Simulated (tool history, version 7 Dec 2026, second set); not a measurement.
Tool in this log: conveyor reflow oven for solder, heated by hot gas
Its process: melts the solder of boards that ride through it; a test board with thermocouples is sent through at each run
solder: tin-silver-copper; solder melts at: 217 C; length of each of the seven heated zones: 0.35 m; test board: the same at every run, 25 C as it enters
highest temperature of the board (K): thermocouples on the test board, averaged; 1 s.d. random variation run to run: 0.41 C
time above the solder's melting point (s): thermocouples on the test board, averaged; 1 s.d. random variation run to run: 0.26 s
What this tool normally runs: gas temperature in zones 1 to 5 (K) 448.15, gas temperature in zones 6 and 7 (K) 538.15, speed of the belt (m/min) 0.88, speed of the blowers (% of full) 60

run     day  gas temperature in zones 1 to 5 (K)  gas temperature in zones 6 and 7 (K)  speed of the belt (m/min)  speed of the blowers (% of full)  highest temperature of the board (K)  time above the solder's melting point (s)
  1       0                               448.15                                538.15                       0.88                                60                                517.05                                       30.4
      2.996  -- flux residue cleaned out of gas plates and filters
  2   3.133                               448.15                                538.15                       0.88                                60                                519.55                                       32.4
  3    5.45                               448.15                                538.15                       0.88                                60                                518.05                                       32.5
  4   6.717                               448.15                                538.15                       0.88                                60                                518.55                                       31.6
  5   8.554                               449.15                                538.15                       0.88                                60                                518.05                                       31.9
  6  10.238                               449.15                                538.15                       0.88                                60                                518.35                                       31.7
  7  12.512                               449.15                                538.15                       0.88                                60                                517.65                                       31.6
  8  14.038                               449.15                                538.15                       0.88                                60                                516.65                                       31.3
  9  16.129                               448.15                                538.15                       0.88                                60                                516.65                                       30.6
     17.392  -- flux residue cleaned out of gas plates and filters
 10  19.308                               448.15                                538.15                       0.88                                60                                518.65                                       32.5
 11  21.792                               448.15                                538.15                       0.88                                60                                517.95                                         32
     22.546  -- belt drive overhauled, speed set with a stopwatch
 12  24.138                               448.15                                538.15                       0.88                                60                                517.25                                         31
 13  26.296                               448.15                                538.15                       0.88                                60                                516.35                                       30.1
 14  28.442                               448.15                                538.15                       0.88                                59                                515.45                                       29.2
 15  31.158                               448.15                                538.15                      0.972                                60                                511.65                                       23.8
     31.854  -- flux residue cleaned out of gas plates and filters
 16  33.971                               446.15                                553.15                       0.79                                60                                533.45                                         43
 17  36.562                               441.15                                529.15                      0.702                                50                                512.85                                       33.5
 18  39.571                               448.15                                542.15                       0.88                                85                                526.95                                       36.9
 19   40.95                               448.15                                538.15                       0.88                                80                                522.35                                         35
 20  42.796                               448.15                                549.15                      0.985                                76                                526.25                                       32.3
 21  45.838                               457.15                                549.15                       0.88                                60                                526.85                                       38.3
     46.217  -- flux residue cleaned out of gas plates and filters
 22  48.446                               457.15                                549.15                       0.88                                60                                529.15                                       39.2

What will run 23 give?
 23  50.029                               457.15                                549.15                       0.74                                58                                     ?                                          ?

{"run 23": {"highest temperature of the board (K)": 533.45, "time above the solder's melting point (s)": 49.5}}
With no hidden state in the tool, this same run would have given highest temperature of the board (K) 535.05, time above the solder's melting point (s) 49.7.
